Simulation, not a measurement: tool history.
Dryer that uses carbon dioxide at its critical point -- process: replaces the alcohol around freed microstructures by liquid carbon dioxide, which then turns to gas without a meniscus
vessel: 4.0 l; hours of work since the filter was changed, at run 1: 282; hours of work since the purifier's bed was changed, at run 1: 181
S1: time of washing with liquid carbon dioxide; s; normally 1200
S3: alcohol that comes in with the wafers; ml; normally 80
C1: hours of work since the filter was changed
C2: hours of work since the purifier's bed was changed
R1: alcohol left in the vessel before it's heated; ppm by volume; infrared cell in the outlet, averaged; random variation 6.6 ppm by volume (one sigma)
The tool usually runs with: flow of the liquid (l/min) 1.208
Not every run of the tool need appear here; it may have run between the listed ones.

Run 1, day 0: usual settings; C1 282; C2 181. Result: R1 412 ppm by volume.
Run 2, day 1.754: usual settings but S3 66 ml; C1 304; C2 203. Result: R1 359 ppm by volume.
Run 3, day 2.704: usual settings but flow of the liquid (l/min) 1.24, S3 66 ml; C1 316; C2 215. Result: R1 351 ppm by volume.
Run 4, day 3.667: usual settings but flow of the liquid (l/min) 1.28; C1 328; C2 227. Result: R1 361 ppm by volume.
Run 5, day 5.238: usual settings but S1 1080 s, flow of the liquid (l/min) 1.28; C1 347; C2 246. Result: R1 524 ppm by volume.
Run 6, day 6.05: usual settings but S1 1080 s, flow of the liquid (l/min) 1.28; C1 357; C2 256. Result: R1 538 ppm by volume.
Run 7, day 7.638: usual settings but S1 1080 s, flow of the liquid (l/min) 1.28; C1 377; C2 276. Result: R1 539 ppm by volume.
Run 8, day 8.633: usual settings but S1 1080 s, flow of the liquid (l/min) 1.28; C1 389; C2 288. Result: R1 547 ppm by volume.
Run 9, day 10.338: usual settings but S1 1080 s, flow of the liquid (l/min) 1.28; C1 410; C2 309. Result: R1 548 ppm by volume.
Run 10, day 11.562: usual settings but S1 1080 s, flow of the liquid (l/min) 1.28; C1 426; C2 325. Result: R1 588 ppm by volume.
Run 11, day 12.971: usual settings but S1 1860 s; C1 443; C2 342. Result: R1 151 ppm by volume.
Run 12, day 14.025: usual settings but S1 1860 s; C1 456; C2 355. Result: R1 159 ppm by volume.
Run 13, day 15.804: usual settings but flow of the liquid (l/min) 0.98; C1 478; C2 377. Result: R1 980 ppm by volume.
Run 14, day 17.462: usual settings but S3 111 ml; C1 499; C2 398. Result: R1 700 ppm by volume.
Run 15, day 18.846: usual settings; C1 516; C2 415. Result: R1 551 ppm by volume.
Run 16, day 20.288: usual settings but S1 1260 s, S3 24 ml; C1 534; C2 433. Result: R1 244 ppm by volume.
At day 21.442: inlet filter changed.
Run 17, day 21.983: usual settings but S1 1260 s, S3 24 ml; C1 7; C2 453. Result: R1 220 ppm by volume.
Run 18, day 22.8: usual settings but flow of the liquid (l/min) 1.83, S3 42 ml; C1 17; C2 463. Result: R1 170 ppm by volume.
Run 19, day 23.846: usual settings but flow of the liquid (l/min) 1.43, S3 42 ml; C1 30; C2 476. Result: R1 221 ppm by volume.

Run 20 is up next; what results do you expect?
Run 20, day 25.129: usual settings but flow of the liquid (l/min) 1.43, S3 42 ml; C1 46; C2 492. Result: R1 ?.

R1: 225 ppm by volume
The same run, on a tool lacking any hidden state, would have yielded R1 69 ppm by volume.

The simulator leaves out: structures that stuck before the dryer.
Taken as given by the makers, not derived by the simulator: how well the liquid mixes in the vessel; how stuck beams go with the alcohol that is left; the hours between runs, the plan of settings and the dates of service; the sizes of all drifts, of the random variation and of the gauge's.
